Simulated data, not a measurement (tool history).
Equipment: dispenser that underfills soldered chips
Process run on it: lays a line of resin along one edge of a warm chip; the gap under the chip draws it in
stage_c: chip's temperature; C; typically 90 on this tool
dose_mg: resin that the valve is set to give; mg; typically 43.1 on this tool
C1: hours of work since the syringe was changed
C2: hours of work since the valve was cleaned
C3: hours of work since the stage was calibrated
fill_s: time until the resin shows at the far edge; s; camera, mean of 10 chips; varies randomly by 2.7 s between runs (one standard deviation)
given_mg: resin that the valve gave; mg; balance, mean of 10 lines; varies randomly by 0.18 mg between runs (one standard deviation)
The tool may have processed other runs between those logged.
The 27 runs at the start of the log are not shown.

{"day": 7.404, "done": "dispensing valve cleaned and set on the balance"}
{"run": 28, "day": 7.517, "stage_c": 91, "dose_mg": 52.4, "C1": 6, "C2": 2, "C3": 219, "fill_s": 334.4, "given_mg": 52.38}
{"run": 29, "day": 7.767, "stage_c": 100, "dose_mg": 39.6, "C1": 10, "C2": 6, "C3": 223, "fill_s": 262.4, "given_mg": 39.45}
{"day": 7.85, "done": "new syringe of resin"}
{"run": 30, "day": 8.017, "stage_c": 100, "dose_mg": 40, "C1": 3, "C2": 10, "C3": 227, "fill_s": 198, "given_mg": 39.66}
{"run": 31, "day": 8.212, "stage_c": 100, "dose_mg": 40, "C1": 6, "C2": 13, "C3": 231, "fill_s": 222.8, "given_mg": 39.53}
{"run": 32, "day": 8.421, "stage_c": 101, "dose_mg": 43.3, "C1": 9, "C2": 17, "C3": 234, "fill_s": 242.6, "given_mg": 42.5}
{"day": 8.538, "done": "new syringe of resin"}
{"run": 33, "day": 8.667, "stage_c": 105, "dose_mg": 54.3, "C1": 2, "C2": 21, "C3": 238, "fill_s": 152.7, "given_mg": 53.53}
{"run": 34, "day": 8.912, "stage_c": 105, "dose_mg": 54.3, "C1": 6, "C2": 25, "C3": 242, "fill_s": 173.9, "given_mg": 52.8}
{"run": 35, "day": 9.142, "stage_c": 98, "dose_mg": 47.1, "C1": 10, "C2": 29, "C3": 246, "fill_s": 289.3, "given_mg": 45.88}
{"day": 9.246, "done": "new syringe of resin"}
{"run": 36, "day": 9.517, "stage_c": 97, "dose_mg": 44.3, "C1": 5, "C2": 35, "C3": 252, "fill_s": 239.7, "given_mg": 43.06}

Below are 3 alternative next runs, each starting from the tool's condition after run 36. Predict each:
{"run": "A", "day": 9.7, "stage_c": 75, "dose_mg": 41.7, "C1": 8, "C2": 38, "C3": 255, "fill_s": "?", "given_mg": "?"}
{"run": "B", "day": 9.7, "stage_c": 98, "dose_mg": 44.3, "C1": 8, "C2": 38, "C3": 255, "fill_s": "?", "given_mg": "?"}
{"run": "C", "day": 9.7, "stage_c": 85, "dose_mg": 37.6, "C1": 8, "C2": 38, "C3": 255, "fill_s": "?", "given_mg": "?"}

run=A fill_s=807.2 given_mg=40.18
run=B fill_s=258.9 given_mg=42.75
run=C fill_s=497.5 given_mg=36.13
What these runs would have given with no unlogged condition in the tool:
run=A fill_s=561.1 given_mg=41.67
run=B fill_s=182.3 given_mg=44.33
run=C fill_s=346.4 given_mg=37.47
